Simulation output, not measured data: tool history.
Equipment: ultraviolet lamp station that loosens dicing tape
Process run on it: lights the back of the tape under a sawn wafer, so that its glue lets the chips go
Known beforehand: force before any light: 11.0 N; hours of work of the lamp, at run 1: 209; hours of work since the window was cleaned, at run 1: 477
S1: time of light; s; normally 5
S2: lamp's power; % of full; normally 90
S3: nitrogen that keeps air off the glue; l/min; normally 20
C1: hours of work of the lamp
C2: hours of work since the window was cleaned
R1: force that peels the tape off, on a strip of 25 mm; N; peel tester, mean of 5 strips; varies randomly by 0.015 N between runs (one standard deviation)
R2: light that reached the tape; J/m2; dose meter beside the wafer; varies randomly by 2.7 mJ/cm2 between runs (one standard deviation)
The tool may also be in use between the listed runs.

{"run": 1, "hour": 0.0, "S1": 5, "S2": 90, "S3": 20, "C1": 209, "C2": 477, "R1": 1.221, "R2": 2920}
{"run": 2, "hour": 16.6, "S1": 5, "S2": 90, "S3": 20, "C1": 219, "C2": 487, "R1": 1.223, "R2": 2870}
{"run": 3, "hour": 46.2, "S1": 5, "S2": 90, "S3": 20, "C1": 238, "C2": 506, "R1": 1.295, "R2": 2820}
{"run": 4, "hour": 64.2, "S1": 5, "S2": 90, "S3": 20, "C1": 249, "C2": 517, "R1": 1.312, "R2": 2830}
{"hour": 87.2, "done": "window cleaned of glue's vapour"}
{"run": 5, "hour": 97.7, "S1": 5, "S2": 90, "S3": 19, "C1": 270, "C2": 7, "R1": 1.034, "R2": 3250}
{"run": 6, "hour": 130.0, "S1": 5, "S2": 63, "S3": 19, "C1": 290, "C2": 27, "R1": 2.083, "R2": 2210}
{"run": 7, "hour": 157.0, "S1": 4, "S2": 68, "S3": 12, "C1": 307, "C2": 44, "R1": 3.313, "R2": 1900}
{"run": 8, "hour": 195.3, "S1": 2, "S2": 90, "S3": 37, "C1": 331, "C2": 68, "R1": 3.312, "R2": 1230}
{"run": 9, "hour": 221.4, "S1": 2, "S2": 90, "S3": 37, "C1": 347, "C2": 84, "R1": 3.321, "R2": 1200}
{"run": 10, "hour": 253.3, "S1": 2, "S2": 90, "S3": 37, "C1": 367, "C2": 104, "R1": 3.378, "R2": 1230}

Consider 3 possible next runs. They are alternatives, not a sequence: every one starts from the tool as it was left by run 10. What does each give?
{"run": "A", "hour": 283.9, "S1": 10, "S2": 90, "S3": 20, "C1": 387, "C2": 124, "R1": "?", "R2": "?"}
{"run": "B", "hour": 283.9, "S1": 6, "S2": 70, "S3": 11, "C1": 387, "C2": 124, "R1": "?", "R2": "?"}
{"run": "C", "hour": 283.9, "S1": 5, "S2": 86, "S3": 20, "C1": 387, "C2": 124, "R1": "?", "R2": "?"}

run=A R1=0.251 R2=5880
run=B R1=2.234 R2=2700
run=C R1=1.341 R2=2760
Take away the tool's hidden state, keep each run's random variation, and the runs would have read:
run=A R1=0.181 R2=7550
run=B R1=1.450 R2=3470
run=C R1=0.789 R2=3540

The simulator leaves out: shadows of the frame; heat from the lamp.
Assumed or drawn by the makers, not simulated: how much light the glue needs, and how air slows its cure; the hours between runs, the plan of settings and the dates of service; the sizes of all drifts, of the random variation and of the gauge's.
